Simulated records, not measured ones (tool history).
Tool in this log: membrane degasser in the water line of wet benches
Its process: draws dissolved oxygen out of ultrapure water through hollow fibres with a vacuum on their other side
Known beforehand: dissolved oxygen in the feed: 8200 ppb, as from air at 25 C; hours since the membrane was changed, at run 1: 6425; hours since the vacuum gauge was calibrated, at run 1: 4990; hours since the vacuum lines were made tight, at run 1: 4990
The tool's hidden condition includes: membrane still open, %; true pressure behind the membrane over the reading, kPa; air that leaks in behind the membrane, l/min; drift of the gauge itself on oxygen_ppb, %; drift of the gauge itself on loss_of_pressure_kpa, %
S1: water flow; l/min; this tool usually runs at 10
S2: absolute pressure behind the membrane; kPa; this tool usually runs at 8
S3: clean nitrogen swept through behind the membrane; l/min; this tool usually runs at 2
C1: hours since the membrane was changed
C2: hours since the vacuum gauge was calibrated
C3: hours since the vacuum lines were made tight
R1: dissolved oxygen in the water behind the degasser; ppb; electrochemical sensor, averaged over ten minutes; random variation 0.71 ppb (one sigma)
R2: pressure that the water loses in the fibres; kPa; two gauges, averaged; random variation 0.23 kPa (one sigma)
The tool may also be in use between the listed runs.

run 1 hour=0 | S1=10 S2=8 S3=2 | C1=6425 C2=4990 C3=4990 | R1=73 R2=59.99
run 2 hour=261 | S1=10 S2=8 S3=2 | C1=6686 C2=5251 C3=5251 | R1=74 R2=59.76
run 3 hour=514.3 | S1=10 S2=6.02 S3=2 | C1=6939 C2=5504 C3=5504 | R1=48.6 R2=60.47
run 4 hour=705.9 | S1=10 S2=6.02 S3=2 | C1=7131 C2=5696 C3=5696 | R1=49.9 R2=60.24
run 5 hour=899.6 | S1=10 S2=6.02 S3=2 | C1=7325 C2=5889 C3=5889 | R1=48.5 R2=60.89
run 6 hour=1058.2 | S1=10 S2=6.02 S3=2 | C1=7483 C2=6048 C3=6048 | R1=49.2 R2=60.22
run 7 hour=1233.5 | S1=10 S2=6.02 S3=2 | C1=7658 C2=6223 C3=6223 | R1=50.4 R2=60.3
run 8 hour=1436.2 | S1=10 S2=6.02 S3=2 | C1=7861 C2=6426 C3=6426 | R1=50.1 R2=60.5
run 9 hour=1603.5 | S1=10 S2=6.02 S3=2 | C1=8028 C2=6593 C3=6593 | R1=49.5 R2=60.82
run 10 hour=1816.9 | S1=10 S2=8 S3=2.23 | C1=8242 C2=6807 C3=6807 | R1=69.3 R2=60.87
run 11 hour=1995 | S1=10 S2=8 S3=2.23 | C1=8420 C2=6985 C3=6985 | R1=70.7 R2=61.04
-- hour=2189.9 vacuum gauge calibrated
run 12 hour=2289.3 | S1=9 S2=8 S3=2 | C1=8714 C2=99 C3=7278 | R1=59.9 R2=54.71
-- hour=2320.8 seals of the vacuum lines changed
run 13 hour=2500.9 | S1=10 S2=8 S3=2 | C1=8923 C2=309 C3=180 | R1=67.8 R2=60.4
run 14 hour=2707.1 | S1=10 S2=8 S3=2 | C1=9130 C2=515 C3=386 | R1=66.4 R2=61.15
run 15 hour=3013.6 | S1=10 S2=8 S3=2 | C1=9436 C2=822 C3=693 | R1=68 R2=60.74
run 16 hour=3335.6 | S1=10 S2=8 S3=2 | C1=9758 C2=1144 C3=1015 | R1=68.5 R2=61.37
run 17 hour=3646.1 | S1=6 S2=11.37 S3=2 | C1=10069 C2=1454 C3=1325 | R1=62.5 R2=36.7
run 18 hour=3852.5 | S1=10 S2=10.31 S3=2.79 | C1=10275 C2=1661 C3=1532 | R1=72.5 R2=61.16
run 19 hour=4133.6 | S1=9 S2=10.31 S3=3.77 | C1=10556 C2=1942 C3=1813 | R1=47.7 R2=55.18
run 20 hour=4390.4 | S1=9 S2=10.31 S3=3.77 | C1=10813 C2=2199 C3=2070 | R1=47.7 R2=55.35
run 21 hour=4679.8 | S1=9 S2=10.31 S3=3.95 | C1=11102 C2=2488 C3=2359 | R1=46.2 R2=55.32
run 22 hour=4980.1 | S1=9 S2=10.31 S3=3.95 | C1=11403 C2=2788 C3=2659 | R1=46.8 R2=55.21
run 23 hour=5144.6 | S1=10 S2=18.04 S3=1.4 | C1=11567 C2=2953 C3=2824 | R1=265.1 R2=61.56
run 24 hour=5440.4 | S1=10 S2=8.45 S3=2 | C1=11863 C2=3249 C3=3120 | R1=76 R2=61.91
run 25 hour=5676.1 | S1=10 S2=5.85 S3=3.18 | C1=12099 C2=3484 C3=3355 | R1=32.3 R2=61.95
run 26 hour=5880.5 | S1=7 S2=9.25 S3=4.32 | C1=12303 C2=3689 C3=3560 | R1=28 R2=43.36
run 27 hour=6070.9 | S1=7 S2=8 S3=1.13 | C1=12493 C2=3879 C3=3750 | R1=78.1 R2=43.35
run 28 hour=6212.3 | S1=7 S2=8 S3=1.13 | C1=12635 C2=4020 C3=3892 | R1=78.5 R2=43.58
run 29 hour=6458.5 | S1=15 S2=13.48 S3=2.09 | C1=12881 C2=4267 C3=4138 | R1=249.8 R2=92.67
run 30 hour=6765 | S1=9 S2=5 S3=3.36 | C1=13187 C2=4573 C3=4444 | R1=19.6 R2=56.05
-- hour=6961 membrane cartridge changed
run 31 hour=7058.8 | S1=9 S2=5 S3=3.36 | C1=98 C2=4863 C3=4734 | R1=18.1 R2=52.57
run 32 hour=7267.9 | S1=9 S2=5 S3=3.36 | C1=307 C2=5072 C3=4943 | R1=17.7 R2=52.78

For each entry between runs, how does the tool's hidden state at the last listed run before it compare with that at the first listed run after it?
After run 11, before run 12: vacuum gauge calibrated (hour 2189.9)
  membrane still open, %: 96.1 -> 95.9; true pressure behind the membrane over the reading, kPa: 0.58 -> 0.03; air that leaks in behind the membrane, l/min: 0.0136 -> 0.014
  what was measured, less what the result would be without the hidden state, R1: +10.4 -> +3.4 ppb; R2: +2.4 -> +2.21 kPa
After run 12, before run 13: seals of the vacuum lines changed (hour 2320.8)
  membrane still open, %: 95.9 -> 95.8; true pressure behind the membrane over the reading, kPa: 0.03 -> 0.04; air that leaks in behind the membrane, l/min: 0.014 -> 0.0035
  what was measured, less what the result would be without the hidden state, R1: +3.4 -> +2.8 ppb; R2: +2.21 -> +2.53 kPa
After run 30, before run 31: membrane cartridge changed (hour 6961)
  membrane still open, %: 93.9 -> 100; true pressure behind the membrane over the reading, kPa: 0.37 -> 0.39; air that leaks in behind the membrane, l/min: 0.0094 -> 0.0098
  what was measured, less what the result would be without the hidden state, R1: +4.6 -> +3 ppb; R2: +3.44 -> +0.02 kPa
